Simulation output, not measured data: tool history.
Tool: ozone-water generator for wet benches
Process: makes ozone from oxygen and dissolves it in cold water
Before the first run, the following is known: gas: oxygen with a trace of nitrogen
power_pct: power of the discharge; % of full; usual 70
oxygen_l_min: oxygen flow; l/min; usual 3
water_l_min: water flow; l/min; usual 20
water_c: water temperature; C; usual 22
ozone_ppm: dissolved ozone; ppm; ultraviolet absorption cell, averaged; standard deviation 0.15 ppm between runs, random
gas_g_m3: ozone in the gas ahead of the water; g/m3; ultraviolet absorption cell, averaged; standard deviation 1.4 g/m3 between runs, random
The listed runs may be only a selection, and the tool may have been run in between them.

{"run": 1, "day": 0.0, "power_pct": 70, "oxygen_l_min": 3, "water_l_min": 20, "water_c": 22, "ozone_ppm": 18.3, "gas_g_m3": 253.6}
{"run": 2, "day": 3.321, "power_pct": 76, "oxygen_l_min": 3, "water_l_min": 20, "water_c": 22, "ozone_ppm": 19.2, "gas_g_m3": 267}
{"run": 3, "day": 8.671, "power_pct": 70, "oxygen_l_min": 3, "water_l_min": 20, "water_c": 22, "ozone_ppm": 18.5, "gas_g_m3": 252.2}
{"run": 4, "day": 13.142, "power_pct": 70, "oxygen_l_min": 3, "water_l_min": 20, "water_c": 22, "ozone_ppm": 18.6, "gas_g_m3": 252.2}
{"run": 5, "day": 16.192, "power_pct": 70, "oxygen_l_min": 3, "water_l_min": 20, "water_c": 18, "ozone_ppm": 19.1, "gas_g_m3": 253.2}
{"run": 6, "day": 19.692, "power_pct": 70, "oxygen_l_min": 2.23, "water_l_min": 20, "water_c": 22, "ozone_ppm": 16.4, "gas_g_m3": 277.5}
{"run": 7, "day": 24.862, "power_pct": 70, "oxygen_l_min": 3, "water_l_min": 20, "water_c": 22, "ozone_ppm": 18.6, "gas_g_m3": 250.9}
{"run": 8, "day": 29.254, "power_pct": 70, "oxygen_l_min": 3, "water_l_min": 20, "water_c": 22, "ozone_ppm": 18.3, "gas_g_m3": 249.4}
{"run": 9, "day": 35.65, "power_pct": 70, "oxygen_l_min": 3, "water_l_min": 12, "water_c": 22, "ozone_ppm": 26.7, "gas_g_m3": 251.1}
{"run": 10, "day": 40.238, "power_pct": 70, "oxygen_l_min": 3, "water_l_min": 25, "water_c": 22, "ozone_ppm": 15.2, "gas_g_m3": 247.8}
{"run": 11, "day": 44.767, "power_pct": 71, "oxygen_l_min": 3, "water_l_min": 20, "water_c": 22, "ozone_ppm": 18.8, "gas_g_m3": 252}
{"run": 12, "day": 47.646, "power_pct": 40, "oxygen_l_min": 3, "water_l_min": 20, "water_c": 22, "ozone_ppm": 13.1, "gas_g_m3": 179.7}
{"run": 13, "day": 50.988, "power_pct": 40, "oxygen_l_min": 3, "water_l_min": 20, "water_c": 22, "ozone_ppm": 13.1, "gas_g_m3": 179.2}
{"run": 14, "day": 56.512, "power_pct": 40, "oxygen_l_min": 3, "water_l_min": 20, "water_c": 22, "ozone_ppm": 13.4, "gas_g_m3": 179.8}
{"run": 15, "day": 61.796, "power_pct": 62, "oxygen_l_min": 3, "water_l_min": 20, "water_c": 22, "ozone_ppm": 17.2, "gas_g_m3": 230.5}
{"run": 16, "day": 65.938, "power_pct": 44, "oxygen_l_min": 3, "water_l_min": 20, "water_c": 22, "ozone_ppm": 14, "gas_g_m3": 189.7}
{"run": 17, "day": 70.117, "power_pct": 44, "oxygen_l_min": 3, "water_l_min": 20, "water_c": 22, "ozone_ppm": 14.1, "gas_g_m3": 187.7}
{"day": 72.704, "done": "gauge calibrated"}
{"day": 73.758, "done": "contactor cleaned"}
{"run": 18, "day": 75.717, "power_pct": 88, "oxygen_l_min": 3.23, "water_l_min": 20, "water_c": 22, "ozone_ppm": 21.7, "gas_g_m3": 280.7}
{"run": 19, "day": 82.1, "power_pct": 70, "oxygen_l_min": 5, "water_l_min": 22, "water_c": 22, "ozone_ppm": 20, "gas_g_m3": 213.7}
{"run": 20, "day": 87.138, "power_pct": 70, "oxygen_l_min": 5, "water_l_min": 22, "water_c": 22, "ozone_ppm": 19.3, "gas_g_m3": 210.8}
{"run": 21, "day": 90.462, "power_pct": 53, "oxygen_l_min": 3, "water_l_min": 23, "water_c": 27, "ozone_ppm": 13.3, "gas_g_m3": 214.8}
{"run": 22, "day": 95.1, "power_pct": 70, "oxygen_l_min": 3, "water_l_min": 22, "water_c": 15, "ozone_ppm": 17.9, "gas_g_m3": 251.3}
{"day": 96.125, "done": "water thermometer calibrated"}
{"run": 23, "day": 98.012, "power_pct": 70, "oxygen_l_min": 3, "water_l_min": 22, "water_c": 15, "ozone_ppm": 18.4, "gas_g_m3": 251.3}
{"run": 24, "day": 104.388, "power_pct": 70, "oxygen_l_min": 3, "water_l_min": 22, "water_c": 15, "ozone_ppm": 18.3, "gas_g_m3": 251.2}
{"run": 25, "day": 110.579, "power_pct": 46, "oxygen_l_min": 3, "water_l_min": 13, "water_c": 22, "ozone_ppm": 19.9, "gas_g_m3": 197.1}
{"run": 26, "day": 117.1, "power_pct": 46, "oxygen_l_min": 5.19, "water_l_min": 27, "water_c": 25, "ozone_ppm": 12.8, "gas_g_m3": 162.1}
{"run": 27, "day": 120.946, "power_pct": 46, "oxygen_l_min": 5.19, "water_l_min": 27, "water_c": 25, "ozone_ppm": 12.9, "gas_g_m3": 162.1}
{"run": 28, "day": 125.875, "power_pct": 70, "oxygen_l_min": 4.15, "water_l_min": 21, "water_c": 20, "ozone_ppm": 20.1, "gas_g_m3": 225.4}
{"run": 29, "day": 129.958, "power_pct": 83, "oxygen_l_min": 4.15, "water_l_min": 21, "water_c": 15, "ozone_ppm": 23.2, "gas_g_m3": 248.6}
{"run": 30, "day": 135.75, "power_pct": 70, "oxygen_l_min": 3, "water_l_min": 30, "water_c": 17, "ozone_ppm": 13.5, "gas_g_m3": 250.5}
{"run": 31, "day": 138.658, "power_pct": 70, "oxygen_l_min": 3, "water_l_min": 30, "water_c": 17, "ozone_ppm": 13.3, "gas_g_m3": 247.7}
{"run": 32, "day": 143.1, "power_pct": 47, "oxygen_l_min": 1.92, "water_l_min": 14, "water_c": 14, "ozone_ppm": 18.3, "gas_g_m3": 227.3}
{"run": 33, "day": 148.25, "power_pct": 47, "oxygen_l_min": 5.06, "water_l_min": 14, "water_c": 15, "ozone_ppm": 23.3, "gas_g_m3": 163.2}

Alternative continuations, all from the tool just after run 33; predict every row:
{"run": "A", "day": 152.712, "power_pct": 47, "oxygen_l_min": 3.4, "water_l_min": 14, "water_c": 15, "ozone_ppm": "?", "gas_g_m3": "?"}
{"run": "B", "day": 152.712, "power_pct": 60, "oxygen_l_min": 4.95, "water_l_min": 20, "water_c": 27, "ozone_ppm": "?", "gas_g_m3": "?"}
{"run": "C", "day": 152.712, "power_pct": 70, "oxygen_l_min": 2.5, "water_l_min": 20, "water_c": 22, "ozone_ppm": "?", "gas_g_m3": "?"}
{"run": "D", "day": 152.712, "power_pct": 48, "oxygen_l_min": 4.83, "water_l_min": 14, "water_c": 15, "ozone_ppm": "?", "gas_g_m3": "?"}

run=A ozone_ppm=21.8 gas_g_m3=185.5
run=B ozone_ppm=17.7 gas_g_m3=189.8
run=C ozone_ppm=17.2 gas_g_m3=261.7
run=D ozone_ppm=23.4 gas_g_m3=168.9
Without the tool's hidden state the same runs would have given:
run=A ozone_ppm=21.8 gas_g_m3=192
run=B ozone_ppm=17.7 gas_g_m3=196.4
run=C ozone_ppm=17.2 gas_g_m3=270.9
run=D ozone_ppm=23.5 gas_g_m3=174.8
